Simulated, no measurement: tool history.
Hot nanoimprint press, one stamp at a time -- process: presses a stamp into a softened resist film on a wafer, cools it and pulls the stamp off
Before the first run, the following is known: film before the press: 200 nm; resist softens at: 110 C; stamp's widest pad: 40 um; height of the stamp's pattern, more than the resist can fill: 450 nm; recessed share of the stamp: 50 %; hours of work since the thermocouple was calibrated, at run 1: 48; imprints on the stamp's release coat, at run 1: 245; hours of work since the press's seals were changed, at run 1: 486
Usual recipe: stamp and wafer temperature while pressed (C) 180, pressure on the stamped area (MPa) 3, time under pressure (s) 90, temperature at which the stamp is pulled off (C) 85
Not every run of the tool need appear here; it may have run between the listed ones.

run   hour  stamp and wafer temperature while pressed (C)  pressure on the stamped area (MPa)  time under pressure (s)  temperature at which the stamp is pulled off (C)  hours of work since the thermocouple was calibrated  imprints on the stamp's release coat  hours of work since the press's seals were changed  resist left under the stamp's widest pad (Å)  greatest force while the stamp is pulled off (N)
  1      0                                            180                                   3                       90                                                85                                                   48                                   245                                                 486                                           925                                               147
  2   16.3                                            174                                   3                       90                                                85                                                   55                                   283                                                 493                                          1124                                               149
  3   42.3                                            174                                   3                       90                                                85                                                   67                                   344                                                 505                                          1123                                               144
  4   72.8                                            180                                   3                       90                                                85                                                   81                                   415                                                 519                                           932                                               143
  5   99.1                                            180                                   3                       90                                                73                                                   93                                   477                                                 531                                           927                                               175
  6  125.1                                            180                                4.17                       90                                                85                                                  104                                   537                                                 542                                           779                                               145
  7  140.3                                            180                                4.17                       90                                                85                                                  111                                   573                                                 549                                           775                                               139
  8  164.8                                            180                                4.17                       90                                                85                                                  122                                   630                                                 560                                           780                                               139
  9  184.6                                            180                                4.17                       90                                                85                                                  131                                   676                                                 569                                           772                                               146
 10    199                                            180                                4.17                       90                                                85                                                  138                                   709                                                 576                                           764                                               147
 11  227.6                                            179                                4.48                       90                                                85                                                  151                                   776                                                 589                                           755                                               145
 12  256.5                                            186                                4.32                      156                                                92                                                  164                                   844                                                 602                                           508                                               127
 13  271.8                                            184                                2.66                      172                                                71                                                  171                                   879                                                 609                                           705                                               178
 14  296.1                                            184                                2.66                      172                                                71                                                  182                                   936                                                 620                                           699                                               177
 15  321.4                                            180                                4.78                       77                                                85                                                  193                                   995                                                 631                                           748                                               145
 16  337.8                                            180                                 3.6                      137                                                85                                                  201                                  1033                                                 639                                           722                                               143
 17    370                                            180                                   3                      115                                                82                                                  215                                  1108                                                 653                                           852                                               154
 18  394.8                                            174                                   3                      140                                                82                                                  227                                  1166                                                 665                                           986                                               154

5 ways to go on from here, each from the tool as it stands after run 18. What would each give?
  A  408.6                                            174                                   3                       67                                                82                                                  233                                  1198                                                 671                                             ?                                                 ?
  B  408.6                                            174                                   3                      140                                                75                                                  233                                  1198                                                 671                                             ?                                                 ?
  C  408.6                                            180                                   3                      133                                                81                                                  233                                  1198                                                 671                                             ?                                                 ?
  D  408.6                                            174                                4.15                      140                                                75                                                  233                                  1198                                                 671                                             ?                                                 ?
  E  408.6                                            180                                2.16                       90                                                85                                                  233                                  1198                                                 671                                             ?                                                 ?

run  resist left under the stamp's widest pad (Å)  greatest force while the stamp is pulled off (N)
  A                                          1240                                               151
  B                                           991                                               171
  C                                           815                                               159
  D                                           832                                               168
  E                                          1090                                               141
With the hidden condition removed and each run's random variation left untouched, the same runs would have given:
run  resist left under the stamp's widest pad (Å)  greatest force while the stamp is pulled off (N)
  A                                          1237                                               148
  B                                           988                                               168
  C                                           813                                               156
  D                                           829                                               165
  E                                          1088                                               139
